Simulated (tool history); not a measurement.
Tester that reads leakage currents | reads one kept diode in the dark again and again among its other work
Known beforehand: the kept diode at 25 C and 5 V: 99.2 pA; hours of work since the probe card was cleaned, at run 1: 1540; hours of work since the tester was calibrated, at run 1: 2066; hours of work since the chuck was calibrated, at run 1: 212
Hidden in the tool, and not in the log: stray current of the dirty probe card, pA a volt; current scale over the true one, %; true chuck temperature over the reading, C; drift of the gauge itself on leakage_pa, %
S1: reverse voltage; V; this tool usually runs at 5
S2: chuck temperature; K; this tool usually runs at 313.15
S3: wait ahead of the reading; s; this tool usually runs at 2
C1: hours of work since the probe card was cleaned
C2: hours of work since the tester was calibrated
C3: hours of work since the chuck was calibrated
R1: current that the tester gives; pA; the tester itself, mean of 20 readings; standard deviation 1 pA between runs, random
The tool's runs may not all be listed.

| run | day | S1 | S2 | S3 | C1 | C2 | C3 | R1 |
|---|---|---|---|---|---|---|---|---|
| 1 | 0 | 5 | 313.15 | 2 | 1540 | 2066 | 212 | 333.21 |
| 2 | 6.729 | 5 | 313.15 | 2 | 1612 | 2138 | 284 | 331.7 |
|  | 10.858 | tester calibrated |
| 3 | 11.338 | 5 | 313.15 | 2 | 1660 | 5 | 332 | 320.36 |
| 4 | 16.346 | 5 | 313.15 | 2 | 1714 | 59 | 386 | 318.93 |
| 5 | 21.408 | 4.79 | 313.15 | 2 | 1768 | 113 | 440 | 311.28 |
| 6 | 24.533 | 4.79 | 313.15 | 2 | 1801 | 146 | 473 | 309.64 |
| 7 | 29.812 | 5 | 329.15 | 2 | 1858 | 202 | 530 | 1024.43 |
| 8 | 33.65 | 5 | 329.15 | 2 | 1899 | 243 | 571 | 1012.87 |
| 9 | 37.571 | 5 | 329.15 | 2 | 1941 | 285 | 613 | 1008.4 |
| 10 | 43.679 | 5 | 329.15 | 2 | 2006 | 350 | 678 | 1001.53 |
| 11 | 47.329 | 5 | 301.15 | 2 | 2045 | 389 | 717 | 117.24 |
| 12 | 51.483 | 5 | 301.15 | 2 | 2089 | 434 | 761 | 115.97 |
| 13 | 55.329 | 5 | 301.15 | 2 | 2130 | 475 | 802 | 115.21 |
| 14 | 59.05 | 5 | 313.15 | 2 | 2170 | 515 | 842 | 296.35 |
| 15 | 66.171 | 5 | 313.15 | 2 | 2246 | 591 | 918 | 293.99 |
|  | 70.9 | chuck's temperature calibrated |
| 16 | 71.833 | 10.75 | 309.15 | 0.88 | 2305 | 650 | 10 | 269.03 |
| 17 | 75.521 | 5 | 309.15 | 6.4 | 2345 | 690 | 49 | 195.46 |
| 18 | 79.933 | 1.51 | 309.15 | 6.4 | 2392 | 737 | 96 | 121.76 |
| 19 | 83.446 | 11.64 | 328.15 | 5.76 | 2429 | 774 | 134 | 1120.04 |
| 20 | 89.496 | 3.33 | 307.15 | 1.79 | 2494 | 839 | 199 | 137.62 |
| 21 | 96.125 | 3.43 | 333.15 | 2 | 2565 | 910 | 269 | 986.32 |
| 22 | 100.454 | 1.12 | 306.15 | 2 | 2611 | 956 | 316 | 82.07 |
| 23 | 106.179 | 1.12 | 306.15 | 2 | 2672 | 1017 | 377 | 80.45 |
|  | 111.408 | chuck's temperature calibrated, once more |
|  | 111.533 | probe card cleaned and baked |
| 24 | 113.221 | 3.96 | 304.15 | 4.46 | 18 | 1090 | 18 | 150.69 |
| 25 | 118.054 | 10.07 | 313.15 | 0.52 | 70 | 1141 | 70 | 438.99 |
| 26 | 122.1 | 7.08 | 313.15 | 2 | 113 | 1185 | 113 | 380.4 |
| 27 | 127.004 | 3.37 | 301.15 | 1.38 | 165 | 1237 | 165 | 107.69 |
| 28 | 133.017 | 5.21 | 294.15 | 3.32 | 229 | 1301 | 229 | 68.92 |
| 29 | 138.717 | 1.9 | 313.15 | 2 | 290 | 1362 | 290 | 226 |
| 30 | 145.462 | 1.86 | 313.15 | 2.96 | 362 | 1434 | 362 | 221.65 |

Results per run with the tool's hidden condition removed, run-to-run variation unchanged:
| run | R1 |
|---|---|
| 1 | 339.58 |
| 2 | 341.98 |
| 3 | 339.61 |
| 4 | 340.9 |
| 5 | 335.86 |
| 6 | 335.9 |
| 7 | 1123.69 |
| 8 | 1117.82 |
| 9 | 1120.74 |
| 10 | 1123.06 |
| 11 | 128.89 |
| 12 | 128.32 |
| 13 | 128.21 |
| 14 | 339.92 |
| 15 | 341.11 |
| 16 | 331.9 |
| 17 | 248.28 |
| 18 | 159.05 |
| 19 | 1428.4 |
| 20 | 180.25 |
| 21 | 1286.78 |
| 22 | 111.73 |
| 23 | 110.67 |
| 24 | 151.04 |
| 25 | 442.97 |
| 26 | 386.85 |
| 27 | 110.68 |
| 28 | 71.26 |
| 29 | 236.93 |
| 30 | 235 |
